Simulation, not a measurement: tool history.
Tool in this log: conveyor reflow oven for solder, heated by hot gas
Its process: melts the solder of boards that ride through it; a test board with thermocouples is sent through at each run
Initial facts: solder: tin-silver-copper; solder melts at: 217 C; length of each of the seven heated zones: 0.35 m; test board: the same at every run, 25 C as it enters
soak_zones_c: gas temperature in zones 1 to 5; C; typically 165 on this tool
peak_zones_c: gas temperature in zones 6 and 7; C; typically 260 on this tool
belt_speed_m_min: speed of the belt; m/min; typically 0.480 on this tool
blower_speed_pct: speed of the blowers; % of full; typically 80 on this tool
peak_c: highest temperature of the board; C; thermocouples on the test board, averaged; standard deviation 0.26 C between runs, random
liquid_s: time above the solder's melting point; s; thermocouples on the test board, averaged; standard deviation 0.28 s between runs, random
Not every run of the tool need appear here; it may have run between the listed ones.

run   hour  soak_zones_c  peak_zones_c  belt_speed_m_min  blower_speed_pct  peak_c  liquid_s
  1    0.0           165           260             0.480                80   243.7      55.4
  2   47.6           165           260             0.563                80   238.5      39.6
  3   68.9           165           260             0.563                80   238.1      40.0
  4  103.9           165           260             0.563                80   238.1      39.9
  5  127.7           165           260             0.563                80   238.0      39.6
  6  167.7           165           260             0.563                80   238.2      39.6
  7  200.6           165           260             0.563                80   237.5      39.2
  8  245.3           165           260             0.563                80   237.5      38.7
  9  278.3           165           260             0.563                80   237.3      38.6
 10  298.7           155           260             0.563                80   234.7      33.0
 11  330.9           155           260             0.563                80   234.4      32.7
     363.3  -- flux residue cleaned out of gas plates and filters
 12  366.7           155           260             0.563                80   236.5      35.6
 13  409.3           155           260             0.563                80   236.2      35.7
     415.1  -- thermocouples of zones 6 and 7 changed
 14  449.2           155           260             0.529                80   241.3      44.3
 15  484.7           155           260             0.529                80   241.4      44.0
 16  531.5           155           260             0.529                80   241.0      44.2
 17  568.3           163           260             0.499                80   244.6      52.4
 18  597.4           163           260             0.499                80   244.2      52.9
 19  623.0           167           262             0.465                51   240.4      51.9
 20  659.7           158           253             0.392                62   239.9      61.3
 21  692.7           174           264             0.480                62   246.4      59.9

Expected results for the next run?
 22  721.7           174           264             0.480                51       ?         ?

{"run 22": {"peak_c": 241.8, "liquid_s": 54.0}}
With the hidden condition absent and the run-to-run variation left alone, this run would have shown peak_c 243.2 C, liquid_s 55.0 s.
